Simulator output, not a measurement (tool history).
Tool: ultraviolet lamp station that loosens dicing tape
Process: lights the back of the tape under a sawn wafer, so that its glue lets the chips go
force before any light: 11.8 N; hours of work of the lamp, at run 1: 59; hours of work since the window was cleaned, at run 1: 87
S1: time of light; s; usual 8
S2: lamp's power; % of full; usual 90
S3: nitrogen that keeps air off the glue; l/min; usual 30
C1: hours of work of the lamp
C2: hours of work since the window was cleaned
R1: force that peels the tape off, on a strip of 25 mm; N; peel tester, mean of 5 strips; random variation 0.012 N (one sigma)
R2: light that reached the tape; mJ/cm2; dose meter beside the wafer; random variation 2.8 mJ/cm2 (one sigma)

run	hour	S1	S2	S3	C1	C2	R1	R2
1	0.0	8	90	30	59	87	0.580	390
2	22.9	8	90	30	74	103	0.621	388
3	53.6	8	82	30	95	124	0.764	353
4	82.3	8	82	30	115	143	0.831	346
5	105.2	8	82	30	130	159	0.800	346
6	128.1	8	82	30	146	174	0.832	348
7	149.9	8	78	30	160	189	0.923	330
8	177.7	8	90	30	179	208	0.691	374
9	204.2	8	90	30	197	226	0.662	379
10	219.7	8	90	45	208	236	0.474	369
11	232.2	8	90	45	216	245	0.478	370
12	255.2	8	90	30	232	260	0.702	368
13	274.7	8	90	30	245	273	0.725	373
14	292.1	8	90	30	257	285	0.713	362
15	313.0	8	69	30	271	299	1.379	276
16	337.4	5	90	30	287	316	2.032	230
17	358.1	9	63	30	301	330	1.288	282
18	372.6	11	91	34	311	340	0.258	500
19	400.3	11	69	26	330	358	0.790	376
20	419.4	4	75	17	343	371	4.617	144
21	449.0	5	71	17	363	391	4.030	177
22	475.3	7	90	13	381	409	2.139	311
23	504.6	10	90	55	401	429	0.258	438
24	533.5	8	89	42	420	449	0.632	348
25	548.3	8	89	42	430	459	0.651	347
# hour 553.2: window cleaned of glue's vapour
26	575.1	12	90	30	448	15	0.231	543
27	599.4	8	79	30	464	31	1.017	317
28	614.6	14	68	19	475	42	0.578	480
29	643.2	14	68	19	494	61	0.624	473
30	672.0	13	61	10	514	80	1.587	395

The same runs without the tool's hidden state, with the same run-to-run variation:
The hidden state here: lamp's light, % of a new lamp's; light that the window lets through, % of a clean one's; drift of the gauge itself on peel_n, %; drift of the gauge itself on dose_mj_cm2, %.
run	R1	R2
1	0.530	403
2	0.561	403
3	0.681	369
4	0.732	364
5	0.695	365
6	0.715	369
7	0.790	351
8	0.573	401
9	0.540	408
10	0.380	399
11	0.379	401
12	0.556	402
13	0.568	408
14	0.555	399
15	1.108	306
16	1.676	256
17	1.008	315
18	0.186	560
19	0.580	424
20	4.085	164
21	3.465	201
22	1.677	357
23	0.179	505
24	0.419	403
25	0.428	403
26	0.174	603
27	0.778	354
28	0.421	538
29	0.449	533
30	1.227	449

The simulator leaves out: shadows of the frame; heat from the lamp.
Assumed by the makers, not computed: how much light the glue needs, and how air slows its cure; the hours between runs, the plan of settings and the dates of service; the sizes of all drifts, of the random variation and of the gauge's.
